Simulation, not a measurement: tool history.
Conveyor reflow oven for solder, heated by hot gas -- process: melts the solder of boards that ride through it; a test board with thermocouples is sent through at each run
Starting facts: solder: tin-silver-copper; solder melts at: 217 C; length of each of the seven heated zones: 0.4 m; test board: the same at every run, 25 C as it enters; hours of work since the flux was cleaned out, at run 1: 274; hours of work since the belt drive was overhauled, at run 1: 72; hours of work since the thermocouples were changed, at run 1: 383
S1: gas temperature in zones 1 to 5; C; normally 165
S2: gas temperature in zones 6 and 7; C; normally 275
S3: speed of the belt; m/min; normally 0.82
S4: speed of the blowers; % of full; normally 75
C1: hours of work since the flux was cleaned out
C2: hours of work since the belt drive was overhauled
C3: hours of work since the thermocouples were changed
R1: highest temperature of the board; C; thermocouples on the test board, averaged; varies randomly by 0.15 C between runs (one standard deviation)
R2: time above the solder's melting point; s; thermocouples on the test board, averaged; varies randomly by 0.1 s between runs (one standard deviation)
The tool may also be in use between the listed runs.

run	hour	S1	S2	S3	S4	C1	C2	C3	R1	R2
1	0	165	275	0.82	75	274	72	383	252.7	40.8
2	6.7	165	275	0.82	75	277	75	386	252.7	40.8
3	17.1	165	275	0.802	75	281	79	390	253.6	42.4
4	23.8	154	275	0.802	75	284	82	393	251.4	38.7
5	31.9	165	275	0.82	60	288	86	397	247.6	36.9
# hour 39.4: flux residue cleaned out of gas plates and filters
6	42.8	165	275	0.82	60	2	89	400	247.5	37
7	47.6	165	275	0.82	60	4	91	402	247.7	37
8	54.1	165	275	0.82	60	7	94	405	247.8	36.8
9	62.8	165	275	0.82	75	10	97	409	252.8	40.8
10	67.1	165	275	0.82	74	12	99	411	252.7	40.8
11	76.5	165	275	0.82	63	17	104	415	249.1	37.8
12	85.7	165	275	0.82	65	21	108	419	249.6	38.2
13	94.3	165	275	0.82	65	25	112	423	249.7	38.6
14	101.1	165	275	0.82	65	28	115	426	249.4	38.5
15	107.2	165	275	0.82	75	30	117	429	253.1	41
16	112.7	165	275	0.82	75	33	120	431	252.7	40.8
17	117.7	165	272	0.82	52	35	122	433	241.5	32
18	127	158	272	0.926	72	39	126	437	242.7	27.8
19	131.9	158	271	0.884	72	41	128	440	243.9	30.4
20	139.2	158	271	0.976	72	45	132	443	239.5	23.9
21	145.6	163	289	0.744	75	48	135	446	268.4	53.1
22	155.8	163	289	0.744	75	52	139	450	268.4	53.1
23	160.2	165	268	0.695	52	54	141	452	245.7	42.7
24	166.7	169	271	0.82	61	57	144	455	245.5	36.8
25	174.8	169	271	0.82	61	61	148	459	245.6	36.7
26	184.4	169	271	0.82	61	65	152	463	245.5	36.5
27	191.7	165	275	0.768	75	68	155	466	255.2	45.6
28	199.6	165	288	0.82	76	72	159	470	264.3	46.8
29	206.7	165	271	0.82	77	75	162	473	250.1	39.4
30	216.2	165	271	0.82	77	79	166	477	250.1	39.6

Below are 3 alternative next runs, each starting from the tool's condition after run 30. Predict each:
A	222.1	165	271	0.82	52	82	169	480	?	?
B	222.1	175	279	0.82	72	82	169	480	?	?
C	222.1	165	286	0.82	77	82	169	480	?	?

run	R1	R2
A	240.5	31.2
B	257.2	45.6
C	262.9	46.1
With the hidden condition removed and each run's random variation left untouched, the same runs would have given:
run	R1	R2
A	240.5	31.2
B	257.3	45.6
C	262.9	46.1
